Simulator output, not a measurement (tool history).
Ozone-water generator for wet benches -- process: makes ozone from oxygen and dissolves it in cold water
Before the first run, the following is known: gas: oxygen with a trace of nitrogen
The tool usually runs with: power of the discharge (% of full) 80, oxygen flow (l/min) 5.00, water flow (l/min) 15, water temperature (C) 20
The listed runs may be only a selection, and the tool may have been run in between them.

run	hour	power of the discharge (% of full)	oxygen flow (l/min)	water flow (l/min)	water temperature (C)	dissolved ozone (ppm)	ozone in the gas ahead of the water (g/m3)
1	0.0	80	5.00	15	20	30.0	269.9
2	62.9	80	5.00	15	20	30.1	273.0
3	143.3	80	5.00	15	20	29.7	272.6
4	195.4	80	5.00	15	20	29.9	272.4
5	286.3	80	5.00	15	20	30.4	271.5
6	346.9	80	5.00	15	20	30.1	273.4
7	412.7	80	6.90	15	20	30.0	235.7
8	477.4	80	7.63	15	20	29.6	225.0
9	539.6	67	7.63	15	20	26.9	207.6
10	586.7	67	7.63	15	20	26.7	206.6
11	654.6	67	7.63	15	20	27.2	207.5
12	703.1	67	7.63	15	20	27.0	207.3
13	776.6	80	5.00	15	20	29.9	273.5
14	846.0	80	5.00	15	20	30.1	276.7
# hour 851.5: gauge calibrated
15	926.5	80	5.00	15	20	30.2	266.4
16	1006.8	54	5.00	15	20	24.6	219.6
17	1080.7	94	3.58	18	15	29.0	340.4
18	1174.2	80	5.24	15	20	30.1	264.1
19	1255.7	80	5.24	15	20	30.2	267.4
20	1302.4	80	5.24	15	20	30.2	265.3
21	1376.1	80	4.06	15	20	29.5	298.0
22	1443.8	80	4.06	13	20	33.2	301.9
23	1490.9	51	5.44	21	23	17.3	211.1
24	1541.4	87	5.00	10	18	43.5	286.8
25	1618.8	49	6.73	11	17	30.0	188.4
26	1664.8	93	5.00	13	19	37.1	301.5
27	1732.1	54	2.60	13	17	27.4	303.5
28	1779.5	54	2.60	13	17	26.8	301.2
29	1853.6	70	2.97	16	17	26.2	325.1
30	1936.5	43	5.73	13	27	20.9	188.8
# hour 1972.1: water thermometer calibrated
31	1984.4	76	5.90	11	21	35.3	253.8
32	2064.2	67	5.00	15	20	27.4	253.8

3 options for the next run, each taken on its own from the tool as it stands now. Forecast them:
A	2128.2	44	5.00	15	20	?	?
B	2128.2	67	3.20	19	16	?	?
C	2128.2	67	5.00	16	20	?	?

run	dissolved ozone (ppm)	ozone in the gas ahead of the water (g/m3)
A	21.9	204.3
B	21.9	311.5
C	26.0	254.5
With the hidden condition removed and each run's random variation left untouched, the same runs would have given:
run	dissolved ozone (ppm)	ozone in the gas ahead of the water (g/m3)
A	22.0	196.6
B	22.0	299.9
C	26.1	245.0
